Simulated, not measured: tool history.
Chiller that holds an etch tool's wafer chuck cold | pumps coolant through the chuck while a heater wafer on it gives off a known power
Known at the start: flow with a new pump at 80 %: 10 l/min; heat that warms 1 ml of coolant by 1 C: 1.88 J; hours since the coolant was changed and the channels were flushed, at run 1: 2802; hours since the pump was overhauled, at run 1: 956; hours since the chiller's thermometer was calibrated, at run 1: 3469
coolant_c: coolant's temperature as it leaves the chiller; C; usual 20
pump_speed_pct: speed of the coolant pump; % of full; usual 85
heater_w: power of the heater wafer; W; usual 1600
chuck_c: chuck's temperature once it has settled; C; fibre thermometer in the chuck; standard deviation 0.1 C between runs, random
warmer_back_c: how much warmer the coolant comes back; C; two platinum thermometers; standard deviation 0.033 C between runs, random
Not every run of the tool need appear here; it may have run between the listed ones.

run   hour  coolant_c  pump_speed_pct  heater_w  hours since the coolant was changed and the channels were flushed  hours since the pump was overhauled  hours since the chiller's thermometer was calibrated  chuck_c  warmer_back_c
  1      0         20              85      1600                                                               2802                                  956                                                  3469     32.5           4.76
  2   25.3         20              85      1600                                                               2828                                  981                                                  3494     32.7           4.73
  3   44.1         20              85      1600                                                               2846                                 1000                                                  3513     32.8           4.79
  4   81.3         20              85      1734                                                               2884                                 1037                                                  3550     33.6           5.14
  5  117.2         20              85      1734                                                               2920                                 1073                                                  3586     33.8           5.14
  6  150.1         20              85      1734                                                               2952                                 1106                                                  3619     33.7           5.16
  7  182.7         20              85      1600                                                               2985                                 1139                                                  3652     32.7           4.71
  8  201.6         20              85      1600                                                               3004                                 1157                                                  3671     32.7           4.79
  9  222.9         20              85      1600                                                               3025                                 1179                                                  3692     32.5            4.8
 10    242         20              85      1600                                                               3044                                 1198                                                  3711     32.8           4.78
 11  271.5         20              85      1600                                                               3074                                 1227                                                  3741     32.7            4.7
 12  294.3         20              85      2259                                                               3097                                 1250                                                  3763     37.9           6.77
 13    321         25              85      2259                                                               3123                                 1277                                                  3790     42.8           6.78
 14  344.2         29              85      1600                                                               3146                                 1300                                                  3813     41.6           4.83
 15  367.3         29              85      1600                                                               3170                                 1323                                                  3836     41.8           4.75
 16  392.5         29              85      1600                                                               3195                                 1348                                                  3862     41.6           4.74
 17  408.7         15              85      1746                                                               3211                                 1364                                                  3878     28.9           5.22
 18  444.4         22              79      1921                                                               3247                                 1400                                                  3914     38.3           6.21
 19  469.8         20              75      1888                                                               3272                                 1426                                                  3939     36.7           6.46
 20  497.1         20              85      1746                                                               3299                                 1453                                                  3966     33.8           5.27
 21  530.9         11              62      1600                                                               3333                                 1487                                                  4000     27.9           6.69
 22  546.9         12              64      2247                                                               3349                                 1503                                                  4016     35.1           9.16
 23  563.3         12              64      2247                                                               3366                                 1519                                                  4032       35           9.13
 24    600         12              64      2247                                                               3402                                 1556                                                  4069     35.1           9.23
 25  638.1         12              64      2247                                                               3440                                 1594                                                  4107     35.1           9.14
 26  676.2         12              64      2247                                                               3478                                 1632                                                  4145     35.1           9.13
 27  710.9         20              85      2049                                                               3513                                 1667                                                  4180     36.2           6.12
 28  727.4         20              85      2049                                                               3530                                 1683                                                  4196     36.1           6.13
 29  763.3         11              65      1600                                                               3566                                 1719                                                  4232     27.2            6.3

What will run 30 give?
 30  789.5         15              85      1672                                                               3592                                 1745                                                  4259        ?              ?

{"run 30": {"chuck_c": 28.1, "warmer_back_c": 4.98}}
Had the tool carried no hidden state, the very same run would have given chuck_c 28.1 C, warmer_back_c 4.98 C.
